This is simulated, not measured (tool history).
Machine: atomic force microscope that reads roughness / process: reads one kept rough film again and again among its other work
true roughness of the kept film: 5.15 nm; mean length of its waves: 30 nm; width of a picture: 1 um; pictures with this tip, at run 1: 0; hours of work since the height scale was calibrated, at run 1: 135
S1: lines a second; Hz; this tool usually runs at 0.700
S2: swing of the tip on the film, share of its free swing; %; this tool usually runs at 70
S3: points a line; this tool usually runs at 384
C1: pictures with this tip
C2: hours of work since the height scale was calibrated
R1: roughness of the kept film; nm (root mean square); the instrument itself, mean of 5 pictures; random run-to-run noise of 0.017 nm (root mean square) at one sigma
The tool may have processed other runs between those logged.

run 1 hour=0.0 | S1=0.700 S2=70 S3=384 | C1=0 C2=135 | R1=4.069
run 2 hour=72.9 | S1=0.700 S2=70 S3=384 | C1=78 C2=177 | R1=4.074
run 3 hour=153.8 | S1=0.700 S2=70 S3=704 | C1=165 C2=223 | R1=4.081
run 4 hour=214.9 | S1=0.700 S2=70 S3=704 | C1=230 C2=258 | R1=4.084
run 5 hour=269.0 | S1=0.700 S2=70 S3=464 | C1=288 C2=289 | R1=4.067
run 6 hour=336.7 | S1=0.700 S2=71 S3=384 | C1=361 C2=327 | R1=4.035
-- hour=354.2 new tip fitted
run 7 hour=404.0 | S1=0.700 S2=71 S3=384 | C1=53 C2=365 | R1=4.044
run 8 hour=437.6 | S1=0.700 S2=71 S3=384 | C1=89 C2=385 | R1=4.034
run 9 hour=495.2 | S1=0.700 S2=70 S3=649 | C1=151 C2=418 | R1=4.089
run 10 hour=566.9 | S1=0.700 S2=70 S3=649 | C1=228 C2=458 | R1=4.058
run 11 hour=616.0 | S1=0.700 S2=70 S3=751 | C1=280 C2=486 | R1=4.075
run 12 hour=674.2 | S1=0.700 S2=70 S3=751 | C1=343 C2=520 | R1=4.032
-- hour=706.7 new tip fitted
run 13 hour=742.0 | S1=0.700 S2=70 S3=751 | C1=38 C2=558 | R1=4.061
run 14 hour=805.5 | S1=0.700 S2=71 S3=751 | C1=106 C2=594 | R1=4.075
run 15 hour=859.9 | S1=0.700 S2=71 S3=751 | C1=164 C2=625 | R1=4.100
run 16 hour=898.1 | S1=0.700 S2=71 S3=751 | C1=205 C2=647 | R1=4.079
run 17 hour=957.5 | S1=0.700 S2=71 S3=751 | C1=269 C2=681 | R1=4.058
run 18 hour=1008.7 | S1=0.700 S2=70 S3=384 | C1=324 C2=710 | R1=4.034
-- hour=1063.5 new tip fitted
run 19 hour=1088.0 | S1=0.700 S2=70 S3=384 | C1=26 C2=755 | R1=4.049
run 20 hour=1145.9 | S1=0.700 S2=70 S3=755 | C1=88 C2=788 | R1=4.081
run 21 hour=1185.9 | S1=1.594 S2=70 S3=755 | C1=131 C2=811 | R1=3.935
run 22 hour=1221.2 | S1=0.700 S2=70 S3=556 | C1=169 C2=831 | R1=4.056
run 23 hour=1278.0 | S1=1.284 S2=84 S3=556 | C1=230 C2=863 | R1=3.791
run 24 hour=1312.3 | S1=0.798 S2=86 S3=434 | C1=267 C2=883 | R1=3.884
run 25 hour=1352.5 | S1=1.784 S2=65 S3=804 | C1=310 C2=906 | R1=3.956
run 26 hour=1413.3 | S1=0.700 S2=58 S3=592 | C1=375 C2=940 | R1=4.116
-- hour=1421.0 new tip fitted
run 27 hour=1447.5 | S1=1.555 S2=70 S3=384 | C1=28 C2=960 | R1=3.958
run 28 hour=1488.5 | S1=1.555 S2=70 S3=384 | C1=72 C2=983 | R1=3.902
run 29 hour=1530.0 | S1=1.555 S2=70 S3=384 | C1=116 C2=1007 | R1=3.921
run 30 hour=1592.4 | S1=1.555 S2=59 S3=384 | C1=183 C2=1042 | R1=4.041
run 31 hour=1643.2 | S1=0.841 S2=74 S3=384 | C1=238 C2=1071 | R1=3.993
run 32 hour=1687.3 | S1=0.841 S2=66 S3=384 | C1=285 C2=1096 | R1=4.034
run 33 hour=1740.5 | S1=0.700 S2=61 S3=384 | C1=342 C2=1127 | R1=4.112
-- hour=1778.0 new tip fitted
run 34 hour=1802.9 | S1=1.034 S2=60 S3=542 | C1=26 C2=1162 | R1=4.109
run 35 hour=1855.7 | S1=1.128 S2=60 S3=992 | C1=83 C2=1192 | R1=4.104
run 36 hour=1908.6 | S1=2.963 S2=76 S3=1001 | C1=140 C2=1222 | R1=3.581
run 37 hour=1976.7 | S1=2.963 S2=76 S3=1001 | C1=213 C2=1261 | R1=3.617
run 38 hour=2023.9 | S1=1.223 S2=76 S3=1001 | C1=263 C2=1288 | R1=3.911
run 39 hour=2058.2 | S1=1.659 S2=70 S3=760 | C1=300 C2=1308 | R1=3.923
run 40 hour=2128.9 | S1=1.659 S2=70 S3=760 | C1=376 C2=1348 | R1=3.924
-- hour=2133.4 new tip fitted
run 41 hour=2187.5 | S1=1.659 S2=70 S3=760 | C1=58 C2=1381 | R1=3.930
run 42 hour=2238.7 | S1=0.608 S2=81 S3=281 | C1=113 C2=1410 | R1=3.945
run 43 hour=2312.1 | S1=0.700 S2=70 S3=269 | C1=192 C2=1452 | R1=4.001

Consider 3 possible next runs. They are alternatives, not a sequence: every one starts from the tool as it was left by run 43. What does each give?
run A hour=2345.8 | S1=0.720 S2=70 S3=726 | C1=228 C2=1471 | R1=?
run B hour=2345.8 | S1=2.792 S2=73 S3=259 | C1=228 C2=1471 | R1=?
run C hour=2345.8 | S1=0.700 S2=57 S3=509 | C1=228 C2=1471 | R1=?

run=A R1=4.050
run=B R1=3.640
run=C R1=4.099
What these runs would have given with no unlogged condition in the tool:
run=A R1=4.061
run=B R1=3.650
run=C R1=4.109
